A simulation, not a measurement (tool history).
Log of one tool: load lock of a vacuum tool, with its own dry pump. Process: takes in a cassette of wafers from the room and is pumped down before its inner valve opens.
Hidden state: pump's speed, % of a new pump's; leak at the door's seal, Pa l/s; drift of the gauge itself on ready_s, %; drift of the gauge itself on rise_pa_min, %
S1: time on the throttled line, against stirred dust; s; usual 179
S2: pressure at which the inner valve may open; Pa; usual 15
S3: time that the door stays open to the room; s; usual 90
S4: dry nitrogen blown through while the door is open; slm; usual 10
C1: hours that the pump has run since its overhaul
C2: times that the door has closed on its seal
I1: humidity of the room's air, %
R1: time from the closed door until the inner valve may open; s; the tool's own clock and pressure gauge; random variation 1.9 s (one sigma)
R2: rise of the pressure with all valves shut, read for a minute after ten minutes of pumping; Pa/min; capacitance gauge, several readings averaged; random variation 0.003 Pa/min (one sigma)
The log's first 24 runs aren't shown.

run	hour	S1	S2	S3	S4	C1	C2	I1	R1	R2
25	1629.6	277	24	167	10	4743	20692	46.1	396.1	0.257
26	1674.2	179	15	37	10	4788	20832	45.1	332.3	0.217
27	1756.2	179	15	37	10	4870	21089	41.9	333.0	0.225
28	1831.7	179	15	90	13	4945	21326	43.8	330.0	0.246
29	1895.5	174	23	49	20	5009	21526	43.8	317.1	0.220
30	1973.2	179	15	126	15	5087	21770	45.0	331.3	0.254
31	2051.6	179	15	126	15	5165	22016	41.8	332.1	0.247
32	2132.9	179	28	39	10	5246	22271	45.7	314.9	0.241
33	2184.6	176	22	39	10	5298	22433	47.1	318.8	0.243
34	2250.6	263	21	37	4	5364	22640	44.9	380.8	0.253
35	2329.9	263	21	37	4	5443	22889	44.7	386.4	0.259
36	2405.0	208	21	42	4	5519	23125	43.5	346.4	0.264

3 ways to go on from here, each from the tool as it stands after run 36. What would each give?
A	2484.5	315	21	55	4	5598	23374	41.7	?	?
B	2484.5	179	15	90	8	5598	23374	42.4	?	?
C	2484.5	179	21	42	4	5598	23374	45.4	?	?

run	R1	R2
A	423.0	0.268
B	332.9	0.273
C	325.7	0.272
Without the tool's hidden state the same runs would have given:
run	R1	R2
A	409.7	0.048
B	314.6	0.052
C	308.3	0.049
